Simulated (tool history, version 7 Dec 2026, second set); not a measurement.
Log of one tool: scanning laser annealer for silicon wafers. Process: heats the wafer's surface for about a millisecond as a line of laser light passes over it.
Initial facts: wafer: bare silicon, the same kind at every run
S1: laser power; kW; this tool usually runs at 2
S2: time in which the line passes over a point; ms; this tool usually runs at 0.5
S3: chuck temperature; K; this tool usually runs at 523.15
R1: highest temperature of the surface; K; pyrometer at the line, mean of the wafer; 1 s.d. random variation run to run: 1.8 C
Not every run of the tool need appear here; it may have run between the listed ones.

run 1 day=0 | S1=2 S2=0.5 S3=523.15 | R1=1301.15
run 2 day=0.858 | S1=2.057 S2=0.5 S3=523.15 | R1=1329.15
run 3 day=1.525 | S1=2 S2=0.5 S3=523.15 | R1=1300.15
run 4 day=2.333 | S1=2 S2=0.5 S3=523.15 | R1=1299.15
run 5 day=2.95 | S1=1.962 S2=0.5 S3=523.15 | R1=1280.15
run 6 day=3.671 | S1=2 S2=0.5 S3=523.15 | R1=1299.15
run 7 day=4.738 | S1=2 S2=0.503 S3=523.15 | R1=1298.15
run 8 day=5.346 | S1=2 S2=0.503 S3=523.15 | R1=1296.15
run 9 day=6.279 | S1=2 S2=0.503 S3=523.15 | R1=1297.15
run 10 day=7.154 | S1=2 S2=0.503 S3=523.15 | R1=1296.15
run 11 day=7.758 | S1=1.96 S2=0.503 S3=523.15 | R1=1278.15
run 12 day=8.95 | S1=1.97 S2=0.495 S3=549.15 | R1=1293.15
run 13 day=9.796 | S1=1.97 S2=0.495 S3=549.15 | R1=1292.15
run 14 day=10.579 | S1=1.97 S2=0.495 S3=549.15 | R1=1290.15
run 15 day=11.262 | S1=2 S2=0.446 S3=523.15 | R1=1242.15
run 16 day=12.329 | S1=2 S2=0.356 S3=527.15 | R1=1174.15
run 17 day=12.954 | S1=1.878 S2=0.37 S3=488.15 | R1=1094.15
run 18 day=13.65 | S1=2.114 S2=0.5 S3=551.15 | R1=1356.15
run 19 day=14.596 | S1=1.91 S2=0.5 S3=508.15 | R1=1217.15
run 20 day=15.646 | S1=2.189 S2=0.569 S3=523.15 | R1=1429.15
run 21 day=16.642 | S1=2 S2=0.454 S3=517.15 | R1=1246.15
run 22 day=17.758 | S1=2.074 S2=0.5 S3=511.15 | R1=1306.15

Removed from this log: 2 entries logged between the listed runs. Between which two listed runs does each belong, and how does the tool's hidden state at the listed run before it compare with that at the listed run after it?
Logged between run 11 and run 12: optics aligned, line set to its width (day 8.079)
  light that passes the window, % of a clean one's: 97.85 -> 97.71; width of the line over the set one, %: 1.35 -> 2.31
  measured less the result without the state, R1: -29 -> -36 K
Logged between run 19 and run 20: optics aligned, line set to its width, once more (day 15.438)
  light that passes the window, % of a clean one's: 96.84 -> 96.72; width of the line over the set one, %: 2.44 -> 0.06
  measured less the result without the state, R1: -43 -> -40 K
